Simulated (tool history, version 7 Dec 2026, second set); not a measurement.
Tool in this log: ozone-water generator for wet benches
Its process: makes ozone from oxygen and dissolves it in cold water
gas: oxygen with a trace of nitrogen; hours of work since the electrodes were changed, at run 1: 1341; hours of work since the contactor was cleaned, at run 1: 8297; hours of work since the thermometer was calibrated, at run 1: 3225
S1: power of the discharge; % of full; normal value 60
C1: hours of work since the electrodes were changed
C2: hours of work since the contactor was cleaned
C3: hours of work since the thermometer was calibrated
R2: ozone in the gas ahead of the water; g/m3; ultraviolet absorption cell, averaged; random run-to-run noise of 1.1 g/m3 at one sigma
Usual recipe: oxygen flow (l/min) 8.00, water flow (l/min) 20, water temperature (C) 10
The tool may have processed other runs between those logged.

{"run": 1, "hour": 0.0, "S1": 60, "oxygen flow (l/min)": 8.0, "water flow (l/min)": 20, "water temperature (C)": 10, "C1": 1341, "C2": 8297, "C3": 3225, "dissolved ozone (ppm)": 29.3, "R2": 183.3}
{"run": 2, "hour": 89.5, "S1": 60, "oxygen flow (l/min)": 8.0, "water flow (l/min)": 20, "water temperature (C)": 14, "C1": 1405, "C2": 8360, "C3": 3288, "dissolved ozone (ppm)": 27.9, "R2": 182.9}
{"hour": 142.0, "done": "contactor cleaned"}
{"hour": 172.8, "done": "water thermometer calibrated"}
{"run": 3, "hour": 192.1, "S1": 60, "oxygen flow (l/min)": 8.0, "water flow (l/min)": 20, "water temperature (C)": 10, "C1": 1474, "C2": 35, "C3": 14, "dissolved ozone (ppm)": 30.9, "R2": 181.9}
{"run": 4, "hour": 246.3, "S1": 60, "oxygen flow (l/min)": 12.84, "water flow (l/min)": 20, "water temperature (C)": 10, "C1": 1512, "C2": 73, "C3": 52, "dissolved ozone (ppm)": 31.9, "R2": 154.1}
{"run": 5, "hour": 323.2, "S1": 60, "oxygen flow (l/min)": 8.0, "water flow (l/min)": 20, "water temperature (C)": 10, "C1": 1567, "C2": 128, "C3": 106, "dissolved ozone (ppm)": 30.8, "R2": 184.6}
{"run": 6, "hour": 397.1, "S1": 60, "oxygen flow (l/min)": 8.0, "water flow (l/min)": 20, "water temperature (C)": 10, "C1": 1619, "C2": 180, "C3": 159, "dissolved ozone (ppm)": 30.7, "R2": 181.8}
{"run": 7, "hour": 482.1, "S1": 60, "oxygen flow (l/min)": 8.0, "water flow (l/min)": 20, "water temperature (C)": 10, "C1": 1679, "C2": 240, "C3": 219, "dissolved ozone (ppm)": 30.8, "R2": 181.4}
{"run": 8, "hour": 553.2, "S1": 60, "oxygen flow (l/min)": 8.0, "water flow (l/min)": 20, "water temperature (C)": 10, "C1": 1730, "C2": 291, "C3": 269, "dissolved ozone (ppm)": 30.7, "R2": 181.7}
{"run": 9, "hour": 644.3, "S1": 60, "oxygen flow (l/min)": 8.0, "water flow (l/min)": 20, "water temperature (C)": 10, "C1": 1794, "C2": 355, "C3": 334, "dissolved ozone (ppm)": 30.2, "R2": 180.4}
{"run": 10, "hour": 689.6, "S1": 60, "oxygen flow (l/min)": 8.0, "water flow (l/min)": 20, "water temperature (C)": 10, "C1": 1826, "C2": 387, "C3": 366, "dissolved ozone (ppm)": 30.3, "R2": 184.9}
{"run": 11, "hour": 769.1, "S1": 60, "oxygen flow (l/min)": 8.0, "water flow (l/min)": 20, "water temperature (C)": 10, "C1": 1882, "C2": 443, "C3": 422, "dissolved ozone (ppm)": 30.4, "R2": 182.5}
{"run": 12, "hour": 832.6, "S1": 60, "oxygen flow (l/min)": 8.0, "water flow (l/min)": 20, "water temperature (C)": 18, "C1": 1927, "C2": 488, "C3": 467, "dissolved ozone (ppm)": 26.7, "R2": 183.9}
{"run": 13, "hour": 910.0, "S1": 60, "oxygen flow (l/min)": 8.0, "water flow (l/min)": 20, "water temperature (C)": 18, "C1": 1982, "C2": 543, "C3": 522, "dissolved ozone (ppm)": 26.8, "R2": 179.4}
{"run": 14, "hour": 983.4, "S1": 60, "oxygen flow (l/min)": 8.0, "water flow (l/min)": 20, "water temperature (C)": 10, "C1": 2034, "C2": 595, "C3": 574, "dissolved ozone (ppm)": 30.5, "R2": 181.8}
{"run": 15, "hour": 1043.8, "S1": 60, "oxygen flow (l/min)": 8.0, "water flow (l/min)": 20, "water temperature (C)": 10, "C1": 2077, "C2": 638, "C3": 616, "dissolved ozone (ppm)": 30.3, "R2": 183.1}
{"run": 16, "hour": 1120.5, "S1": 60, "oxygen flow (l/min)": 8.0, "water flow (l/min)": 21, "water temperature (C)": 10, "C1": 2131, "C2": 692, "C3": 670, "dissolved ozone (ppm)": 28.8, "R2": 181.0}
{"run": 17, "hour": 1208.9, "S1": 70, "oxygen flow (l/min)": 8.0, "water flow (l/min)": 13, "water temperature (C)": 10, "C1": 2193, "C2": 755, "C3": 733, "dissolved ozone (ppm)": 44.6, "R2": 200.1}
{"run": 18, "hour": 1275.6, "S1": 52, "oxygen flow (l/min)": 8.0, "water flow (l/min)": 13, "water temperature (C)": 5, "C1": 2241, "C2": 802, "C3": 780, "dissolved ozone (ppm)": 40.6, "R2": 167.6}
{"run": 19, "hour": 1335.5, "S1": 60, "oxygen flow (l/min)": 8.0, "water flow (l/min)": 14, "water temperature (C)": 13, "C1": 2283, "C2": 844, "C3": 823, "dissolved ozone (ppm)": 36.6, "R2": 180.6}
{"run": 20, "hour": 1416.5, "S1": 60, "oxygen flow (l/min)": 8.0, "water flow (l/min)": 20, "water temperature (C)": 9, "C1": 2340, "C2": 901, "C3": 880, "dissolved ozone (ppm)": 30.9, "R2": 180.9}
{"run": 21, "hour": 1475.8, "S1": 60, "oxygen flow (l/min)": 8.0, "water flow (l/min)": 20, "water temperature (C)": 11, "C1": 2382, "C2": 943, "C3": 922, "dissolved ozone (ppm)": 29.8, "R2": 181.6}
{"run": 22, "hour": 1573.0, "S1": 86, "oxygen flow (l/min)": 4.92, "water flow (l/min)": 18, "water temperature (C)": 13, "C1": 2451, "C2": 1012, "C3": 991, "dissolved ozone (ppm)": 35.9, "R2": 266.4}
{"run": 23, "hour": 1660.8, "S1": 60, "oxygen flow (l/min)": 12.19, "water flow (l/min)": 20, "water temperature (C)": 10, "C1": 2513, "C2": 1074, "C3": 1053, "dissolved ozone (ppm)": 31.0, "R2": 154.3}
{"run": 24, "hour": 1723.7, "S1": 96, "oxygen flow (l/min)": 12.19, "water flow (l/min)": 20, "water temperature (C)": 10, "C1": 2558, "C2": 1119, "C3": 1097, "dissolved ozone (ppm)": 42.3, "R2": 207.5}
{"run": 25, "hour": 1787.9, "S1": 96, "oxygen flow (l/min)": 12.19, "water flow (l/min)": 20, "water temperature (C)": 10, "C1": 2603, "C2": 1164, "C3": 1143, "dissolved ozone (ppm)": 41.7, "R2": 207.5}
{"run": 26, "hour": 1876.3, "S1": 96, "oxygen flow (l/min)": 12.19, "water flow (l/min)": 20, "water temperature (C)": 10, "C1": 2666, "C2": 1227, "C3": 1205, "dissolved ozone (ppm)": 41.8, "R2": 206.5}
{"run": 27, "hour": 1969.3, "S1": 96, "oxygen flow (l/min)": 12.19, "water flow (l/min)": 20, "water temperature (C)": 10, "C1": 2731, "C2": 1292, "C3": 1271, "dissolved ozone (ppm)": 41.5, "R2": 206.4}
{"run": 28, "hour": 2031.0, "S1": 60, "oxygen flow (l/min)": 8.0, "water flow (l/min)": 20, "water temperature (C)": 5, "C1": 2775, "C2": 1336, "C3": 1315, "dissolved ozone (ppm)": 31.9, "R2": 179.4}
{"run": 29, "hour": 2071.0, "S1": 60, "oxygen flow (l/min)": 8.0, "water flow (l/min)": 20, "water temperature (C)": 5, "C1": 2803, "C2": 1364, "C3": 1343, "dissolved ozone (ppm)": 32.6, "R2": 180.1}
{"run": 30, "hour": 2168.0, "S1": 60, "oxygen flow (l/min)": 7.6, "water flow (l/min)": 20, "water temperature (C)": 10, "C1": 2872, "C2": 1433, "C3": 1412, "dissolved ozone (ppm)": 29.8, "R2": 183.0}
{"run": 31, "hour": 2259.3, "S1": 60, "oxygen flow (l/min)": 12.88, "water flow (l/min)": 20, "water temperature (C)": 6, "C1": 2937, "C2": 1498, "C3": 1476, "dissolved ozone (ppm)": 33.6, "R2": 152.9}
{"run": 32, "hour": 2351.8, "S1": 64, "oxygen flow (l/min)": 7.48, "water flow (l/min)": 20, "water temperature (C)": 7, "C1": 3002, "C2": 1563, "C3": 1542, "dissolved ozone (ppm)": 32.4, "R2": 191.4}

Same runs, no hidden state in the tool, same run-to-run variation:
Hidden conditions of the tool in this case: yield of the discharge, % of new electrodes'; contactor's efficiency, % of a clean one's; true water temperature over the reading, C; drift of the gauge itself on ozone_ppm, %; drift of the gauge itself on gas_g_m3, %.
run=1 dissolved_ozone_(ppm)=31.3 R2=186.9
run=2 dissolved_ozone_(ppm)=29.8 R2=186.7
run=3 dissolved_ozone_(ppm)=31.6 R2=185.9
run=4 dissolved_ozone_(ppm)=32.7 R2=157.6
run=5 dissolved_ozone_(ppm)=31.6 R2=188.9
run=6 dissolved_ozone_(ppm)=31.5 R2=186.1
run=7 dissolved_ozone_(ppm)=31.7 R2=185.9
run=8 dissolved_ozone_(ppm)=31.6 R2=186.3
run=9 dissolved_ozone_(ppm)=31.1 R2=185.1
run=10 dissolved_ozone_(ppm)=31.3 R2=189.9
run=11 dissolved_ozone_(ppm)=31.4 R2=187.5
run=12 dissolved_ozone_(ppm)=27.6 R2=189.0
run=13 dissolved_ozone_(ppm)=27.7 R2=184.6
run=14 dissolved_ozone_(ppm)=31.5 R2=187.2
run=15 dissolved_ozone_(ppm)=31.4 R2=188.7
run=16 dissolved_ozone_(ppm)=29.9 R2=186.7
run=17 dissolved_ozone_(ppm)=46.4 R2=207.2
run=18 dissolved_ozone_(ppm)=42.0 R2=172.5
run=19 dissolved_ozone_(ppm)=38.0 R2=186.6
run=20 dissolved_ozone_(ppm)=32.1 R2=187.1
run=21 dissolved_ozone_(ppm)=31.0 R2=187.9
run=22 dissolved_ozone_(ppm)=37.7 R2=278.6
run=23 dissolved_ozone_(ppm)=32.3 R2=160.1
run=24 dissolved_ozone_(ppm)=44.7 R2=218.0
run=25 dissolved_ozone_(ppm)=44.2 R2=218.2
run=26 dissolved_ozone_(ppm)=44.3 R2=217.4
run=27 dissolved_ozone_(ppm)=44.0 R2=217.6
run=28 dissolved_ozone_(ppm)=33.5 R2=186.7
run=29 dissolved_ozone_(ppm)=34.2 R2=187.5
run=30 dissolved_ozone_(ppm)=31.3 R2=190.8
run=31 dissolved_ozone_(ppm)=35.4 R2=159.5
run=32 dissolved_ozone_(ppm)=34.2 R2=200.3
